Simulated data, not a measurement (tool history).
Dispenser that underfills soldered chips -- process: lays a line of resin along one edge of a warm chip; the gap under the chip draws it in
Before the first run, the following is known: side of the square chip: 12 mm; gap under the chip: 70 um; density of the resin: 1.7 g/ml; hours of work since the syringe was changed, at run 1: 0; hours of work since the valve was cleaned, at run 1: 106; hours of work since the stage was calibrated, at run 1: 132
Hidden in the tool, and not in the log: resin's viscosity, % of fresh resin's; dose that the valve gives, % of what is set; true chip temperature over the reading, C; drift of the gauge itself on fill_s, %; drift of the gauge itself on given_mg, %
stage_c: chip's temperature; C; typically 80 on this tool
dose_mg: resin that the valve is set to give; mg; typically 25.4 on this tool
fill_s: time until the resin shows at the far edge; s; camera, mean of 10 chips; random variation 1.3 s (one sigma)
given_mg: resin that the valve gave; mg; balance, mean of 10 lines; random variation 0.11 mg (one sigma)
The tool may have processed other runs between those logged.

run,hour,stage_c,dose_mg,hours of work since the syringe was changed,hours of work since the valve was cleaned,hours of work since the stage was calibrated,fill_s,given_mg
1,0,80,25.4,0,106,132,122.5,23.61
2,5.5,80,25.4,4,110,135,157.3,23.53
3,10.6,94,25.4,7,113,139,111.7,23.47
# hour 15.5: new syringe of resin
4,18.4,94,25.4,2,118,143,77.1,23.33
5,26.4,94,25.4,7,123,149,107.7,23.24
# hour 31.8: new syringe of resin
6,33.3,94,25.4,1,128,153,72.3,23.12
7,38.6,94,25.4,4,131,156,89.6,23.06
8,44.9,94,25.4,9,135,160,117.9,22.99
# hour 48: new syringe of resin
# hour 54.8: dispensing valve cleaned and set on the balance
9,54.9,94,25.4,4,0,166,84.5,25.38
10,62.6,71,25.4,9,5,171,309.6,25.35
# hour 65.3: new syringe of resin
11,68.6,80,25.4,2,9,175,132.1,25.2
12,74.1,80,22.7,6,12,178,173.8,22.57
# hour 81.7: new syringe of resin
13,82.7,80,25.4,1,18,184,120.5,25.3
14,88.2,80,25.6,4,21,187,151.7,25.4
15,94.5,80,25.4,8,25,191,206.6,24.9
# hour 98.1: new syringe of resin
16,99.6,67,25.4,1,29,194,229.4,24.86
17,105.9,85,32.9,5,33,198,132,32.14
18,113.5,93,26,10,37,203,135.4,25.27
# hour 114.5: new syringe of resin
19,121.2,92,25.4,4,42,208,95.5,24.57
20,125.8,83,25.6,7,45,211,166.4,24.89
# hour 130.4: new syringe of resin
21,133.3,88,25.4,2,50,216,93.6,24.63
22,140.5,87,32.7,7,55,221,133.4,31.37
23,145.6,87,28.8,10,58,224,166.1,27.52
# hour 146.6: new syringe of resin
24,154.3,87,28.8,5,63,229,119.6,27.77
# hour 162.5: new syringe of resin
25,162.5,73,23.6,0,69,234,160.4,22.41
26,171,73,23.6,6,74,240,229.4,22.47
# hour 178.6: new syringe of resin
27,179.9,81,28,1,80,245,119,26.61
28,187.6,66,24.9,6,85,251,322.9,23.6
29,192.7,73,26,9,88,254,289.2,24.36
# hour 194.6: new syringe of resin
30,201.7,68,24.7,5,94,259,274.7,23.27
31,207.8,73,26.9,9,97,263,282.1,25.02

Some steps in fill_s between neighbouring runs. How much of each would the tool show without its hidden state too (settings, what came in, random variation), and how much is left for the hidden state, with any gauge scatter that isn't in both results?
Run 9 -> 10: stage_c 94 -> 71. fill_s +225.1 s: hidden state +114.6, all else +110.5.
Run 10 -> 11: stage_c 71 -> 80, new syringe of resin. fill_s -177.5 s: hidden state -120.1, all else -57.4.
Run 27 -> 28: stage_c 81 -> 66, dose_mg 28 -> 24.9. fill_s +203.9 s: hidden state +95.2, all else +108.7.
